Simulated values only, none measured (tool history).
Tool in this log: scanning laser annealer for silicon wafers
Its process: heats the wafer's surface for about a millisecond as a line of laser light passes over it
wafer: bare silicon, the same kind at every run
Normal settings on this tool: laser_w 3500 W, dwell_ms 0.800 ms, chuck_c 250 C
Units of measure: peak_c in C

run   hour  laser_w  dwell_ms  chuck_c  peak_c
  1    0.0     3500     0.800      250    1047
  2   30.5     3388     0.800      250    1019
  3   60.3     3748     0.800      250    1113
  4   79.5     3748     0.800      250    1113
  5  110.9     3500     0.589      250     932
  6  137.0     3500     0.589      250     933
  7  176.4     3500     0.589      250     929
  8  207.7     3500     0.800      226    1024
  9  239.4     3500     0.800      226    1024
 10  264.9     3500     0.800      226    1023
 11  284.9     3500     0.800      250    1048
 12  317.9     3500     0.800      226    1021
 13  362.7     3500     0.800      226    1021
 14  406.7     3500     0.800      250    1045
 15  426.1     3500     0.800      250    1045
 16  463.2     3142     0.718      257     919
 17  483.2     3142     0.732      257     931
 18  523.6     3142     0.732      257     927
 19  559.6     3142     0.732      285     956
 20  579.5     3323     0.667      255     936
 21  599.2     3383     0.667      286     980
 22  633.9     3238     0.800      250     975
 23  673.7     3476     0.636      252     955
 24  699.3     3779     0.718      283    1106
 25  744.3     3779     0.718      283    1110
 26  785.0     3534     0.620      233     940
 27  817.6     3716     0.570      263     979
 28  848.0     3752     0.815      250    1121
 29  880.3     3752     0.815      250    1121
 30  905.6     3500     0.634      250     956

Withheld: 1 entry from between the runs. Position of each, and hidden state at the listed run before versus the listed run after:
In the gap between runs 21 and 22: window over the wafer cleaned (hour 628.8)
  light that passes the window, % of a clean one's: 99.89 -> 99.99; width of the line over the set one, %: 0.09 -> 0.1

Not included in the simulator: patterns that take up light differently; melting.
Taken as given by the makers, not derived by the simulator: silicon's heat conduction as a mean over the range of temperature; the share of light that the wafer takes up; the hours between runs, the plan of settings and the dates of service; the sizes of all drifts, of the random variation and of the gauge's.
